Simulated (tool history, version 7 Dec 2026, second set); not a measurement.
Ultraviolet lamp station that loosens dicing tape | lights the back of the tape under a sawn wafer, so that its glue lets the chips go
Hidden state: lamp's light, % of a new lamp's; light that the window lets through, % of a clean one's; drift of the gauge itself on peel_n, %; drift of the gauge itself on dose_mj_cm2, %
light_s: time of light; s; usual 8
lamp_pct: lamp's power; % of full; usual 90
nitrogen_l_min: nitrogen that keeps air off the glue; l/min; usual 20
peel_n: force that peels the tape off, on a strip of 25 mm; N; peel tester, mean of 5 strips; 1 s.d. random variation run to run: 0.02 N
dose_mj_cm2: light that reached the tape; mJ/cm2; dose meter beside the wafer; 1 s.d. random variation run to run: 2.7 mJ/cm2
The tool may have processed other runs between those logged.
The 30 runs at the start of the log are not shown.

| run | hour | light_s | lamp_pct | nitrogen_l_min | hours of work of the lamp | hours of work since the window was cleaned | peel_n | dose_mj_cm2 |
|---|---|---|---|---|---|---|---|---|
| 31 | 306.8 | 11 | 90 | 27 | 196 | 77 | 0.437 | 439 |
| 32 | 318.8 | 10 | 70 | 20 | 203 | 84 | 1.241 | 311 |
| 33 | 329.7 | 12 | 100 | 39 | 209 | 90 | 0.24 | 525 |
| 34 | 339.4 | 7 | 67 | 10 | 215 | 96 | 3.486 | 206 |
| 35 | 352.1 | 7 | 67 | 10 | 222 | 103 | 3.432 | 199 |
| 36 | 361.7 | 11 | 82 | 10 | 228 | 108 | 1.388 | 388 |
| 37 | 371.6 | 5 | 86 | 9 | 233 | 114 | 3.964 | 188 |
| 38 | 382.3 | 4 | 61 | 29 | 240 | 120 | 4.369 | 106 |
| 39 | 392.2 | 4 | 61 | 29 | 245 | 126 | 4.355 | 104 |
| 40 | 400.3 | 4 | 61 | 10 | 250 | 131 | 5.868 | 101 |
| 41 | 408.1 | 8 | 88 | 20 | 254 | 135 | 1.281 | 303 |
| 42 | 420 | 5 | 88 | 20 | 261 | 142 | 2.726 | 183 |
| 43 | 433 | 8 | 70 | 25 | 269 | 150 | 1.692 | 232 |
| 44 | 446.3 | 10 | 90 | 31 | 277 | 157 | 0.54 | 369 |

Predict each of these 3 candidate next runs independently; none follows another, all start after run 44:
| A | 454.3 | 10 | 90 | 22 | 281 | 162 | ? | ? |
| B | 454.3 | 10 | 64 | 31 | 281 | 162 | ? | ? |
| C | 454.3 | 10 | 62 | 31 | 281 | 162 | ? | ? |

| run | peel_n | dose_mj_cm2 |
|---|---|---|
| A | 0.733 | 378 |
| B | 1.189 | 270 |
| C | 1.235 | 255 |
Stripped of hidden state, with their random variation kept, the same runs would have yielded:
| run | peel_n | dose_mj_cm2 |
|---|---|---|
| A | 0.517 | 440 |
| B | 0.865 | 314 |
| C | 0.905 | 297 |
